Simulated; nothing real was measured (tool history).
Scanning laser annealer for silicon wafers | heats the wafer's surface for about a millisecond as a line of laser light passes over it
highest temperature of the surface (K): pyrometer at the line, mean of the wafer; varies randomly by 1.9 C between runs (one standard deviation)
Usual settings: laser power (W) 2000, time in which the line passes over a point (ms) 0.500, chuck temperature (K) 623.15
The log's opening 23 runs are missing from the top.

run   hour  laser power (W)  time in which the line passes over a point (ms)  chuck temperature (K)  hours of work since the window was cleaned  hours of work since the power meter was calibrated  hours of work since the optics were aligned  highest temperature of the surface (K)
 24  678.9             1756                                            0.365                 612.15                                         607                                                 829                                         1447                                 1140.15
 25  707.9             1756                                            0.365                 612.15                                         621                                                 843                                         1461                                 1139.15
 26  731.8             2000                                            0.351                 623.15                                         633                                                 854                                         1472                                 1232.15
 27  751.0             2000                                            0.351                 623.15                                         642                                                 863                                         1481                                 1235.15
 28  771.0             2000                                            0.392                 623.15                                         652                                                 873                                         1491                                 1266.15
 29  809.8             1785                                            0.500                 656.15                                         670                                                 891                                         1509                                 1277.15
 30  834.2             2131                                            0.368                 623.15                                         682                                                 903                                         1521                                 1297.15
 31  860.3             2131                                            0.368                 623.15                                         694                                                 916                                         1534                                 1299.15

What does the tool deliver on the next run?
 32  889.5             1876                                            0.466                 601.15                                         708                                                 930                                         1548                                       ?

highest temperature of the surface (K): 1241.15
Without the tool's hidden state the same run would have given highest temperature of the surface (K) 1284.15.
